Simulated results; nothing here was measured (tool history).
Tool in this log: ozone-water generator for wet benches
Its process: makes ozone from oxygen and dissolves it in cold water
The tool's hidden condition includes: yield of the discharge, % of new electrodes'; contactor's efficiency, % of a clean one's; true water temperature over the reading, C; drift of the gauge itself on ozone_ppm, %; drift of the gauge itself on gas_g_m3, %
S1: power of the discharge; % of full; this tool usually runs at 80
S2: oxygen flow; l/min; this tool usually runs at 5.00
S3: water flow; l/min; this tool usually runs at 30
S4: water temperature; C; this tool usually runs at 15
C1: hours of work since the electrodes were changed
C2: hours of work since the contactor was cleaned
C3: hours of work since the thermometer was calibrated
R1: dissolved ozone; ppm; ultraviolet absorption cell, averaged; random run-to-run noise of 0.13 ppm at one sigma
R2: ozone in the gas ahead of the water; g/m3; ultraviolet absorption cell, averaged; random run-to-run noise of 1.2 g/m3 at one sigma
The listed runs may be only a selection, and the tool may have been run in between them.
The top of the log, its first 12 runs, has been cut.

run      day  S1    S2  S3  S4    C1    C2    C3    R1     R2
 13   40.800  80  7.15  30  15   713  4120  3218  14.7  184.5
 14   45.200  80  5.00  30  15   783  4190  3288  14.1  218.1
 15   47.854  80  5.00  37  15   825  4232  3330  11.0  216.1
 16   50.188  80  5.00  37  15   862  4269  3367  10.8  216.5
 17   53.342  80  5.00  37   7   912  4319  3417  11.4  218.2
 18   55.483  83  5.00  21   7   946  4353  3451  23.4  221.2
 19   58.196  83  5.00  21   7   989  4396  3494  23.4  223.5
 20   60.175  83  5.00  21   7  1021  4427  3526  23.2  223.4
 21   62.883  83  5.00  29  22  1064  4470  3568  13.6  225.1
 22   66.562  80  5.00  43  14  1122  4529  3627   9.0  218.4
 23   69.267  80  5.00  30  12  1165  4572  3670  14.3  217.0
 24   73.296  80  5.00  30  18  1229  4636  3734  13.3  216.9
 25   77.071  80  5.00  30  18  1289  4696  3794  13.4  217.1
 26   81.729  51  6.49  30  15  1363  4769  3868  10.2  136.3
      85.146  -- contactor cleaned
 27   85.146  51  6.49  31  11  1414     0  3919  10.5  135.9
 28   87.146  40  6.49  19  11  1446    32  3951  14.3  113.7
 29   89.583  40  6.49  19   8  1485    70  3989  15.2  113.6
 30   94.312  60  7.35  42  20  1560   145  4064   7.8  146.0
 31   98.817  60  7.35  42  20  1631   217  4136   7.7  147.0
 32  102.338  78  3.20  23   8  1687   273  4192  17.9  262.9

5 options for the next run, each taken on its own from the tool as it stands now. Forecast them:
  A  106.696  88  7.06  30  15  1756  342  4261   ?   ?
  B  106.696  78  5.70  23   8  1756  342  4261   ?   ?
  C  106.696  80  7.63  23  11  1756  342  4261   ?   ?
  D  106.696  78  2.63  27   7  1756  342  4261   ?   ?
  E  106.696  80  5.00  41  15  1756  342  4261   ?   ?

run    R1     R2
  A  15.5  200.0
  B  20.3  202.0
  C  20.5  178.4
  D  13.7  288.2
  E   9.4  218.0
Stripped of hidden state, with their random variation kept, the same runs would have yielded:
run    R1     R2
  A  15.6  200.1
  B  20.3  202.1
  C  20.6  178.5
  D  13.7  288.4
  E   9.4  218.1
